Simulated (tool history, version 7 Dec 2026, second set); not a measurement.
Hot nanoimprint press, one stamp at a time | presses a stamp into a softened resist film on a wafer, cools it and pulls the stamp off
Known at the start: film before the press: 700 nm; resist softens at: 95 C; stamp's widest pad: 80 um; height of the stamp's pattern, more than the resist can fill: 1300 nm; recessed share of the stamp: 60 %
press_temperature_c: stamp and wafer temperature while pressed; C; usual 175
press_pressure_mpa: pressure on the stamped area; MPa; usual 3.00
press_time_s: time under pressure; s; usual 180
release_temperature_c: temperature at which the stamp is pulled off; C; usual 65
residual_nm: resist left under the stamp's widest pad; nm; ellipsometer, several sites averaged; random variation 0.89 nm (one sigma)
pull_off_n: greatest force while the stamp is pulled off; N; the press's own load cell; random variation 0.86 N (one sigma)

{"run": 1, "hour": 0.0, "press_temperature_c": 175, "press_pressure_mpa": 3.0, "press_time_s": 180, "release_temperature_c": 65, "residual_nm": 325.8, "pull_off_n": 158.0}
{"run": 2, "hour": 14.5, "press_temperature_c": 175, "press_pressure_mpa": 3.0, "press_time_s": 180, "release_temperature_c": 65, "residual_nm": 327.0, "pull_off_n": 158.9}
{"run": 3, "hour": 29.2, "press_temperature_c": 175, "press_pressure_mpa": 3.0, "press_time_s": 180, "release_temperature_c": 65, "residual_nm": 328.6, "pull_off_n": 158.3}
{"run": 4, "hour": 49.9, "press_temperature_c": 175, "press_pressure_mpa": 3.0, "press_time_s": 180, "release_temperature_c": 65, "residual_nm": 326.4, "pull_off_n": 160.0}
{"run": 5, "hour": 67.0, "press_temperature_c": 175, "press_pressure_mpa": 3.0, "press_time_s": 180, "release_temperature_c": 65, "residual_nm": 327.0, "pull_off_n": 159.2}
{"run": 6, "hour": 82.8, "press_temperature_c": 175, "press_pressure_mpa": 3.0, "press_time_s": 180, "release_temperature_c": 65, "residual_nm": 327.3, "pull_off_n": 158.0}
{"run": 7, "hour": 112.6, "press_temperature_c": 175, "press_pressure_mpa": 3.0, "press_time_s": 180, "release_temperature_c": 65, "residual_nm": 326.4, "pull_off_n": 161.0}
{"run": 8, "hour": 127.0, "press_temperature_c": 175, "press_pressure_mpa": 3.0, "press_time_s": 180, "release_temperature_c": 65, "residual_nm": 325.9, "pull_off_n": 159.0}
{"run": 9, "hour": 139.0, "press_temperature_c": 166, "press_pressure_mpa": 3.0, "press_time_s": 180, "release_temperature_c": 65, "residual_nm": 434.1, "pull_off_n": 158.8}
{"run": 10, "hour": 152.1, "press_temperature_c": 166, "press_pressure_mpa": 3.0, "press_time_s": 180, "release_temperature_c": 65, "residual_nm": 433.5, "pull_off_n": 160.3}
{"run": 11, "hour": 172.9, "press_temperature_c": 169, "press_pressure_mpa": 2.61, "press_time_s": 180, "release_temperature_c": 65, "residual_nm": 422.4, "pull_off_n": 159.3}
{"run": 12, "hour": 195.4, "press_temperature_c": 171, "press_pressure_mpa": 2.74, "press_time_s": 116, "release_temperature_c": 65, "residual_nm": 438.9, "pull_off_n": 160.0}
{"run": 13, "hour": 214.3, "press_temperature_c": 171, "press_pressure_mpa": 2.02, "press_time_s": 116, "release_temperature_c": 51, "residual_nm": 501.4, "pull_off_n": 179.3}
{"run": 14, "hour": 235.6, "press_temperature_c": 183, "press_pressure_mpa": 3.0, "press_time_s": 238, "release_temperature_c": 67, "residual_nm": 230.8, "pull_off_n": 156.7}
{"run": 15, "hour": 256.4, "press_temperature_c": 187, "press_pressure_mpa": 3.0, "press_time_s": 238, "release_temperature_c": 72, "residual_nm": 204.3, "pull_off_n": 151.7}
{"run": 16, "hour": 269.3, "press_temperature_c": 170, "press_pressure_mpa": 3.0, "press_time_s": 220, "release_temperature_c": 65, "residual_nm": 360.2, "pull_off_n": 162.0}
{"run": 17, "hour": 279.5, "press_temperature_c": 171, "press_pressure_mpa": 3.02, "press_time_s": 172, "release_temperature_c": 60, "residual_nm": 374.5, "pull_off_n": 165.6}
{"run": 18, "hour": 291.5, "press_temperature_c": 171, "press_pressure_mpa": 3.02, "press_time_s": 172, "release_temperature_c": 60, "residual_nm": 374.6, "pull_off_n": 168.1}
{"run": 19, "hour": 317.5, "press_temperature_c": 186, "press_pressure_mpa": 2.75, "press_time_s": 218, "release_temperature_c": 70, "residual_nm": 229.5, "pull_off_n": 155.6}
{"run": 20, "hour": 333.4, "press_temperature_c": 186, "press_pressure_mpa": 2.75, "press_time_s": 218, "release_temperature_c": 70, "residual_nm": 229.9, "pull_off_n": 154.1}

Taken out of this log: 4 entries between the listed runs. Where each belongs, and how the hidden state differs across it:
Between runs 6 and 7: stamp cleaned and given a new release coat (hour 95.2)
  pressure that arrives at the usual setting, %: 99.93 -> 99.92; grip of the stamp's worn release coat, % over a new coat's: 0.1 -> 0; drift of the gauge itself on pull_off_n, %: 0.51 -> 0.66
  measured less the result without the state, pull_off_n: +1.0 -> +1.1 N
Between runs 12 and 13: stamp cleaned and given a new release coat (hour 203.3)
  grip of the stamp's worn release coat, % over a new coat's: 0.1 -> 0; drift of the gauge itself on pull_off_n, %: 1.17 -> 1.25
  measured less the result without the state, pull_off_n: +2.0 -> +2.2 N
Between runs 13 and 14: plate thermocouple calibrated (hour 224.4)
  true temperature over the reading, C: 0.02 -> 0; drift of the gauge itself on pull_off_n, %: 1.25 -> 1.36
  measured less the result without the state, pull_off_n: +2.2 -> +2.2 N
Between runs 18 and 19: stamp cleaned and given a new release coat (hour 316.1)
  grip of the stamp's worn release coat, % over a new coat's: 0.1 -> 0; drift of the gauge itself on pull_off_n, %: 1.7 -> 1.83
  measured less the result without the state, pull_off_n: +3.0 -> +2.8 N
